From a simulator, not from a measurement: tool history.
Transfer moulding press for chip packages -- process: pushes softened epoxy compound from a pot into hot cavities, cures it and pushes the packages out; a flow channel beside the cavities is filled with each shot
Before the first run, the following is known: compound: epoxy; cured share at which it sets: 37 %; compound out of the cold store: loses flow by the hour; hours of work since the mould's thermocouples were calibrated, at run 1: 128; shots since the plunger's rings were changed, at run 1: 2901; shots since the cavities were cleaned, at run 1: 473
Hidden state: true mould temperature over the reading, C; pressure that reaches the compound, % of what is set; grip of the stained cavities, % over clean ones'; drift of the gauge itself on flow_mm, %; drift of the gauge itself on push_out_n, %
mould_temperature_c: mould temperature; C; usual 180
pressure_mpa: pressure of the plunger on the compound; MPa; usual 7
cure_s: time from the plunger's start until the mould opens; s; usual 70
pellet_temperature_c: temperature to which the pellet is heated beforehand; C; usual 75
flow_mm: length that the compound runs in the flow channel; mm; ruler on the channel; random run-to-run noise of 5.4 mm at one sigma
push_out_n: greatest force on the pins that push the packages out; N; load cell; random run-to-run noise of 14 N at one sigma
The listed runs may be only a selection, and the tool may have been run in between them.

run	hour	mould_temperature_c	pressure_mpa	cure_s	pellet_temperature_c	hours of work since the mould's thermocouples were calibrated	shots since the plunger's rings were changed	shots since the cavities were cleaned	incoming compound's hours out of the cold store	flow_mm	push_out_n
1	0	180	7	70	75	128	2901	473	30.2	895	958
2	14.6	176	7	70	75	139	3147	719	8.1	1010	1545
3	25.4	180	7	78	75	147	3329	901	33.7	873	814
# hour 41: cavities cleaned with cleaning compound and waxed
4	42.3	180	7	78	75	158	3589	22	14.2	964	603
5	55.1	180	7	78	75	168	3804	237	32.3	869	666
6	68.7	180	7	70	75	178	4033	466	19.3	920	973
7	83.3	180	8.62	70	75	189	4280	713	26.8	993	1014
8	91.6	180	8.62	70	75	195	4419	852	38.3	925	1043
9	106.8	180	8.62	70	75	206	4674	1107	30.8	958	1104
# hour 111.1: cavities cleaned with cleaning compound and waxed
10	117.9	180	8.62	70	75	213	4837	115	10.7	1065	861
11	133.1	180	8.62	70	75	225	5094	372	17.3	1033	933
12	149	180	7	70	75	237	5360	638	34.1	844	1005
# hour 162.4: plunger's sealing rings changed
13	165.3	180	7	70	75	247	48	871	19.4	970	1088
14	173.6	180	7	107	75	253	188	1011	44.5	856	728
# hour 183.4: cavities cleaned with cleaning compound and waxed
15	191.3	180	7	107	80	265	461	133	32.5	905	515
16	207.1	180	7	53	77	277	727	399	40.8	869	1719
17	221.4	180	7	53	77	287	969	641	38	877	2003
18	233.4	174	7.27	79	73	296	1170	842	18	1017	1264
19	249.9	174	8.56	78	73	309	1448	1120	22.5	1057	1394
# hour 253.8: cavities cleaned with cleaning compound and waxed
20	261.8	186	5.96	78	73	316	1625	137	41.2	777	520
21	278.4	186	5.96	78	73	329	1903	415	22.4	848	607
22	295.6	180	7.64	90	75	342	2194	706	21.6	983	697
23	312.8	180	7	70	73	354	2483	995	20.1	943	1135
# hour 322.9: cavities cleaned with cleaning compound and waxed
24	325.4	180	7.6	70	75	363	2670	42	13.2	1019	799
25	341.4	180	7.6	70	75	374	2940	312	34.7	900	873
26	349.4	175	5.81	70	75	380	3075	447	39.8	784	1288
27	367.3	179	6.3	70	83	394	3377	749	24.2	873	1083

3 ways to go on from here, each from the tool as it stands after run 27. What would each give?
A	375.7	179	8.23	100	67	400	3518	890	27.6	?	?
B	375.7	179	5.86	92	83	400	3518	890	11	?	?
C	375.7	179	6.87	70	77	400	3518	890	13.2	?	?

run	flow_mm	push_out_n
A	977	709
B	897	755
C	961	1236
Without the tool's hidden state the same runs would have given:
run	flow_mm	push_out_n
A	1026	452
B	942	485
C	1010	802
